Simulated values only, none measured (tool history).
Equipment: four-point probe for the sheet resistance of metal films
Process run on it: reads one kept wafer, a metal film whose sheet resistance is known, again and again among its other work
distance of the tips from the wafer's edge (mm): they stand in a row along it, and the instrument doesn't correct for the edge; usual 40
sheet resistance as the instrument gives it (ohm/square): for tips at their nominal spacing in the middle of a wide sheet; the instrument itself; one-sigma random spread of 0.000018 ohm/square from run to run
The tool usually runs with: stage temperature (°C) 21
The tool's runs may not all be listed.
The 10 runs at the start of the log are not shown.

| run | day | stage temperature (°C) | distance of the tips from the wafer's edge (mm) | touches since the probe head was changed | hours of work since the stage's thermometer was calibrated | sheet resistance as the instrument gives it (ohm/square) |
|---|---|---|---|---|---|---|
| 11 | 9.512 | 21 | 9 | 14144 | 230 | 0.091404 |
| 12 | 10.35 | 21 | 50 | 14965 | 242 | 0.091158 |
| 13 | 11.65 | 21 | 50 | 16235 | 260 | 0.091196 |
| 14 | 12.8 | 24 | 40 | 17364 | 276 | 0.091319 |
| 15 | 14.067 | 24 | 40 | 18603 | 294 | 0.091284 |
| 16 | 15.267 | 24 | 40 | 19774 | 311 | 0.091306 |
| 17 | 16.042 | 24 | 40 | 20533 | 322 | 0.091319 |
| 18 | 16.683 | 24 | 40 | 21160 | 331 | 0.091336 |
| 19 | 17.621 | 24 | 40 | 22080 | 344 | 0.09135 |
| 20 | 18.812 | 24 | 40 | 23244 | 361 | 0.091365 |
| 21 | 19.846 | 21 | 40 | 24257 | 376 | 0.091209 |
| 22 | 20.854 | 20 | 5 | 25241 | 390 | 0.092027 |

Forecast run 23:
| 23 | 21.796 | 20 | 11 | 26162 | 403 | ? |

{"run 23": {"sheet resistance as the instrument gives it (ohm/square)": 0.091399}}
Minus the tool's unlogged condition, the same run would have read sheet resistance as the instrument gives it (ohm/square) 0.091469.

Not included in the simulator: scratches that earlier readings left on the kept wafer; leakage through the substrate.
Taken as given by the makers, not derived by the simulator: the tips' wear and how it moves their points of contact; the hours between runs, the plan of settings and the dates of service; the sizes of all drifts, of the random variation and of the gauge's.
